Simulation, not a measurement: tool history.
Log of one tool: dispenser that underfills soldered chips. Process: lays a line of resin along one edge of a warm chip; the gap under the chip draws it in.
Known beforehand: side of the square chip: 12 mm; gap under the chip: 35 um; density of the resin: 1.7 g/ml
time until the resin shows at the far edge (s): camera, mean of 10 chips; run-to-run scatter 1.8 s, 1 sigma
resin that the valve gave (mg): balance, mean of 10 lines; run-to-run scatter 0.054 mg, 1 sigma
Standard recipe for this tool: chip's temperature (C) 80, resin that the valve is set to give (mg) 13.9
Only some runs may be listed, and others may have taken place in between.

run,hour,chip's temperature (C),resin that the valve is set to give (mg),time until the resin shows at the far edge (s),resin that the valve gave (mg)
1,0,80,13.9,247.9,13.37
# hour 6.5: new syringe of resin
2,14.7,80,13.9,263.6,13.47
# hour 19: new syringe of resin
3,30.6,80,13.9,311.2,13.29
# hour 32.2: new syringe of resin
4,43,80,13.9,303.3,13.19
# hour 44.6: new syringe of resin
5,54.5,77,13.9,331.6,13.12
# hour 57.7: new syringe of resin
# hour 69.9: new syringe of resin
6,70.8,77,13.9,216,12.99
# hour 82.9: new syringe of resin
7,86.7,77,13.9,249.6,12.86
8,94.6,67,13.9,560.1,12.83
# hour 95.6: new syringe of resin
9,103.8,80,13.9,267.8,12.93
# hour 108.3: new syringe of resin
10,117.5,80,16,281.6,14.72
# hour 121.3: new syringe of resin
11,127.7,80,16,245.7,14.66
# hour 133.6: new syringe of resin
# hour 141.5: dispensing valve cleaned and set on the balance
12,141.5,65,13.9,507.2,13.94
# hour 146.9: new syringe of resin
13,151.4,80,13.9,220.2,13.75
# hour 160.1: new syringe of resin
14,165.1,80,13.9,233.9,13.71
# hour 172.9: new syringe of resin
15,177.7,80,13.9,236.3,13.71
# hour 185.2: new syringe of resin
16,187.8,80,13.6,200.4,13.19
17,194.8,80,13.9,272.1,13.54
# hour 197.9: new syringe of resin
18,208.4,80,13.9,302.1,13.51
# hour 210.9: new syringe of resin
19,219.1,89,13.9,179.7,13.39
# hour 223.2: new syringe of resin
20,235,72,12.8,471.7,12.22
# hour 236.4: new syringe of resin
21,248.1,72,12.8,476.8,12.27
# hour 249.8: new syringe of resin
22,257.1,80,16.9,251.1,16.14
# hour 263: new syringe of resin
23,273.7,94,12.2,171.3,11.45
# hour 276.5: new syringe of resin
# hour 288.7: new syringe of resin
24,290.6,81,17.7,193.1,16.65

What does the tool deliver on the next run?
25,299.9,81,17.7,?,?

time until the resin shows at the far edge (s): 295
resin that the valve gave (mg): 16.29
If the tool had no hidden condition, the same run with the same run-to-run variation would have returned time until the resin shows at the far edge (s) 164.8, resin that the valve gave (mg) 17.53.
